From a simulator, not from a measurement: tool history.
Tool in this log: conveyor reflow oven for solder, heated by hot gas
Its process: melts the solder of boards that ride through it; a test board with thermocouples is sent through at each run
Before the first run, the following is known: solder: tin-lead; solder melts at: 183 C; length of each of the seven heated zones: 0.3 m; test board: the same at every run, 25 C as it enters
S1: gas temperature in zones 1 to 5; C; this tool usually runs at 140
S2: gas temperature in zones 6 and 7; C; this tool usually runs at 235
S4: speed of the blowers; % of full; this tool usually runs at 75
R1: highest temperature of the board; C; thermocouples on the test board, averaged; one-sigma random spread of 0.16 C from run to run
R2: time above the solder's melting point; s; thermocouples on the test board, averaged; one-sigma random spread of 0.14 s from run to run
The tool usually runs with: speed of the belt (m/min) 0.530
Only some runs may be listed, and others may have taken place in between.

{"run": 1, "day": 0.0, "S1": 140, "S2": 235, "speed of the belt (m/min)": 0.53, "S4": 75, "R1": 219.7, "R2": 53.6}
{"run": 2, "day": 0.329, "S1": 140, "S2": 235, "speed of the belt (m/min)": 0.53, "S4": 75, "R1": 219.1, "R2": 53.3}
{"run": 3, "day": 0.675, "S1": 140, "S2": 235, "speed of the belt (m/min)": 0.53, "S4": 75, "R1": 219.1, "R2": 53.4}
{"day": 1.021, "done": "flux residue cleaned out of gas plates and filters"}
{"run": 4, "day": 1.221, "S1": 140, "S2": 235, "speed of the belt (m/min)": 0.53, "S4": 75, "R1": 221.8, "R2": 55.5}
{"run": 5, "day": 1.579, "S1": 140, "S2": 235, "speed of the belt (m/min)": 0.432, "S4": 75, "R1": 226.9, "R2": 72.4}
{"run": 6, "day": 2.021, "S1": 140, "S2": 235, "speed of the belt (m/min)": 0.432, "S4": 75, "R1": 227.0, "R2": 72.5}
{"run": 7, "day": 2.438, "S1": 140, "S2": 235, "speed of the belt (m/min)": 0.432, "S4": 75, "R1": 226.9, "R2": 72.4}
{"run": 8, "day": 2.85, "S1": 140, "S2": 235, "speed of the belt (m/min)": 0.432, "S4": 75, "R1": 226.9, "R2": 72.1}
{"run": 9, "day": 3.254, "S1": 140, "S2": 235, "speed of the belt (m/min)": 0.432, "S4": 75, "R1": 226.9, "R2": 72.6}
{"run": 10, "day": 3.775, "S1": 140, "S2": 235, "speed of the belt (m/min)": 0.53, "S4": 75, "R1": 221.3, "R2": 55.3}
{"run": 11, "day": 4.275, "S1": 140, "S2": 235, "speed of the belt (m/min)": 0.53, "S4": 75, "R1": 221.3, "R2": 55.3}
{"run": 12, "day": 4.725, "S1": 140, "S2": 235, "speed of the belt (m/min)": 0.53, "S4": 75, "R1": 221.2, "R2": 55.4}
{"run": 13, "day": 5.242, "S1": 140, "S2": 235, "speed of the belt (m/min)": 0.53, "S4": 75, "R1": 221.5, "R2": 55.4}
{"run": 14, "day": 5.721, "S1": 140, "S2": 247, "speed of the belt (m/min)": 0.53, "S4": 75, "R1": 232.0, "R2": 60.6}
{"run": 15, "day": 6.129, "S1": 132, "S2": 247, "speed of the belt (m/min)": 0.53, "S4": 75, "R1": 230.4, "R2": 58.0}
{"run": 16, "day": 6.429, "S1": 132, "S2": 247, "speed of the belt (m/min)": 0.53, "S4": 75, "R1": 230.4, "R2": 57.7}
{"run": 17, "day": 6.85, "S1": 132, "S2": 247, "speed of the belt (m/min)": 0.53, "S4": 75, "R1": 230.5, "R2": 57.9}
{"run": 18, "day": 7.375, "S1": 132, "S2": 247, "speed of the belt (m/min)": 0.53, "S4": 75, "R1": 230.6, "R2": 57.9}
{"run": 19, "day": 7.775, "S1": 150, "S2": 243, "speed of the belt (m/min)": 0.53, "S4": 75, "R1": 230.1, "R2": 63.1}
{"run": 20, "day": 8.125, "S1": 125, "S2": 235, "speed of the belt (m/min)": 0.53, "S4": 89, "R1": 221.4, "R2": 51.5}
{"run": 21, "day": 8.6, "S1": 125, "S2": 235, "speed of the belt (m/min)": 0.613, "S4": 86, "R1": 216.0, "R2": 40.4}
{"run": 22, "day": 9.108, "S1": 127, "S2": 235, "speed of the belt (m/min)": 0.613, "S4": 70, "R1": 212.4, "R2": 38.0}
{"run": 23, "day": 9.35, "S1": 146, "S2": 248, "speed of the belt (m/min)": 0.577, "S4": 70, "R1": 229.8, "R2": 56.5}
{"run": 24, "day": 9.571, "S1": 153, "S2": 241, "speed of the belt (m/min)": 0.577, "S4": 54, "R1": 220.7, "R2": 54.2}
{"run": 25, "day": 9.862, "S1": 153, "S2": 241, "speed of the belt (m/min)": 0.577, "S4": 54, "R1": 220.9, "R2": 53.8}
{"run": 26, "day": 10.246, "S1": 153, "S2": 236, "speed of the belt (m/min)": 0.446, "S4": 54, "R1": 224.8, "R2": 73.9}
{"run": 27, "day": 10.483, "S1": 153, "S2": 236, "speed of the belt (m/min)": 0.639, "S4": 55, "R1": 213.3, "R2": 43.5}
{"run": 28, "day": 10.942, "S1": 145, "S2": 244, "speed of the belt (m/min)": 0.476, "S4": 52, "R1": 227.7, "R2": 67.1}
{"run": 29, "day": 11.283, "S1": 153, "S2": 235, "speed of the belt (m/min)": 0.426, "S4": 75, "R1": 228.6, "R2": 79.8}
{"run": 30, "day": 11.662, "S1": 145, "S2": 235, "speed of the belt (m/min)": 0.444, "S4": 78, "R1": 227.0, "R2": 72.7}

Here are 4 independent what-if runs from the current tool condition. What would each one return?
{"run": "A", "day": 12.092, "S1": 145, "S2": 235, "speed of the belt (m/min)": 0.444, "S4": 68, "R1": "?", "R2": "?"}
{"run": "B", "day": 12.092, "S1": 132, "S2": 235, "speed of the belt (m/min)": 0.424, "S4": 87, "R1": "?", "R2": "?"}
{"run": "C", "day": 12.092, "S1": 145, "S2": 234, "speed of the belt (m/min)": 0.444, "S4": 71, "R1": "?", "R2": "?"}
{"run": "D", "day": 12.092, "S1": 140, "S2": 235, "speed of the belt (m/min)": 0.57, "S4": 78, "R1": "?", "R2": "?"}

run=A R1=225.8 R2=71.5
run=B R1=228.1 R2=72.5
run=C R1=225.1 R2=71.2
run=D R1=219.4 R2=50.1
The same runs, with their run-to-run variation unchanged, on a tool lacking any hidden condition would have given:
run=A R1=224.2 R2=68.9
run=B R1=226.5 R2=70.1
run=C R1=223.4 R2=68.7
run=D R1=218.1 R2=48.3
